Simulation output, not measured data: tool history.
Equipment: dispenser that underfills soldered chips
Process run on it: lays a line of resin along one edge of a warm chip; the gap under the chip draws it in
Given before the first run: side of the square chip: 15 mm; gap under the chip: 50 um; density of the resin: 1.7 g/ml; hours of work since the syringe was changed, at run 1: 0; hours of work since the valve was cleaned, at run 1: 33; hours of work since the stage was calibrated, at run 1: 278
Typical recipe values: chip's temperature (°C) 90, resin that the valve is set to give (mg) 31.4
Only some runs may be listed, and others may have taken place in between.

run	day	chip's temperature (°C)	resin that the valve is set to give (mg)	hours of work since the syringe was changed	hours of work since the valve was cleaned	hours of work since the stage was calibrated	time until the resin shows at the far edge (s)	resin that the valve gave (mg)
1	0	90	31.4	0	33	278	206.7	30.83
2	0.275	90	39.7	5	38	283	294.2	38.94
# day 0.562: new syringe of resin
3	0.867	90	39.7	5	48	293	301.7	38.28
# day 1.175: new syringe of resin
4	1.5	90	31.4	6	59	304	309	30.08
# day 1.775: new syringe of resin
5	1.904	90	31.4	2	66	311	244.7	30.01
# day 2.362: new syringe of resin
6	2.446	90	31.4	1	75	320	226.4	29.96
# day 2.938: new syringe of resin
7	3.092	82	31.4	3	87	331	367	29.91
8	3.454	90	37.5	9	93	338	386.4	35.39
# day 3.542: new syringe of resin
# day 3.767: dispensing valve cleaned and set on the balance
9	3.817	90	37.5	4	1	343	280.4	37.28
# day 4.171: new syringe of resin
10	4.392	90	37.5	4	11	353	267.8	37.26
11	4.708	90	31.4	10	17	359	403.3	30.82
# day 4.762: new syringe of resin
12	5.254	85	31.4	9	26	369	497.5	30.81
# day 5.367: new syringe of resin
13	5.571	85	31.4	4	31	374	339.9	30.77
14	5.888	85	31.4	9	37	380	519.1	31.05
# day 5.954: new syringe of resin
15	6.292	85	31.4	6	44	387	406.8	30.78
# day 6.579: new syringe of resin
16	6.762	85	31.4	3	52	395	341.6	30.14
17	7.112	85	31.4	9	58	401	541.9	30.41
# day 7.158: new syringe of resin
# day 7.746: new syringe of resin
18	7.746	85	31.4	0	69	412	269.8	30.15
19	8.25	101	33.9	9	78	421	241.3	32.46
# day 8.358: new syringe of resin
20	8.892	78	30.1	9	89	432	776.1	28.49
# day 8.958: new syringe of resin
# day 9.388: dispensing valve cleaned and set on the balance
21	9.388	76	31.5	7	0	440	683.9	31.36
# day 9.588: new syringe of resin
22	9.683	77	31.3	2	5	445	456.6	31.25
# day 10.217: new syringe of resin
23	10.229	90	37.9	0	15	454	206.2	37.7
24	10.5	102	29.1	5	19	459	174.8	28.85
# day 10.812: new syringe of resin
25	10.867	95	35.2	1	26	465	176.9	34.97
26	11.154	95	35.2	6	31	471	253.9	34.73
# day 11.4: new syringe of resin
27	11.512	90	32.3	2	37	477	241.8	31.77
# day 12: new syringe of resin
28	12.1	93	31.8	2	47	487	205.9	30.95
# day 12.617: new syringe of resin
29	12.617	79	27.5	0	56	496	372.7	26.61
30	13.075	79	27.5	8	64	504	671.2	26.37
# day 13.225: new syringe of resin
31	13.529	100	38.1	5	72	512	198.9	36.57
# day 13.829: new syringe of resin
32	14.079	103	38.1	4	82	521	155.2	36.37
# day 14.417: new syringe of resin
33	14.438	104	40	0	88	528	112.8	37.86
34	14.792	79	37.9	7	94	534	600.6	36.26
# day 15.004: dispensing valve cleaned and set on the balance
# day 15.079: new syringe of resin
35	15.129	87	40	1	2	539	255.3	39.93
36	15.542	87	40	8	9	546	440.3	39.65

3 ways to go on from here, each from the tool as it stands after run 36. What would each give?
# day 15.696: new syringe of resin
A	16.117	98	30.9	7	19	556	?	?
# day 15.696: new syringe of resin
B	16.117	81	40	7	19	556	?	?
# day 15.696: new syringe of resin
C	16.117	87	39.5	7	19	556	?	?

run	time until the resin shows at the far edge (s)	resin that the valve gave (mg)
A	248.5	30.4
B	565.8	39.45
C	414.4	39.08
With no hidden state in the tool, these same runs would have given:
run	time until the resin shows at the far edge (s)	resin that the valve gave (mg)
A	131.6	30.73
B	297.2	39.89
C	218.6	39.51

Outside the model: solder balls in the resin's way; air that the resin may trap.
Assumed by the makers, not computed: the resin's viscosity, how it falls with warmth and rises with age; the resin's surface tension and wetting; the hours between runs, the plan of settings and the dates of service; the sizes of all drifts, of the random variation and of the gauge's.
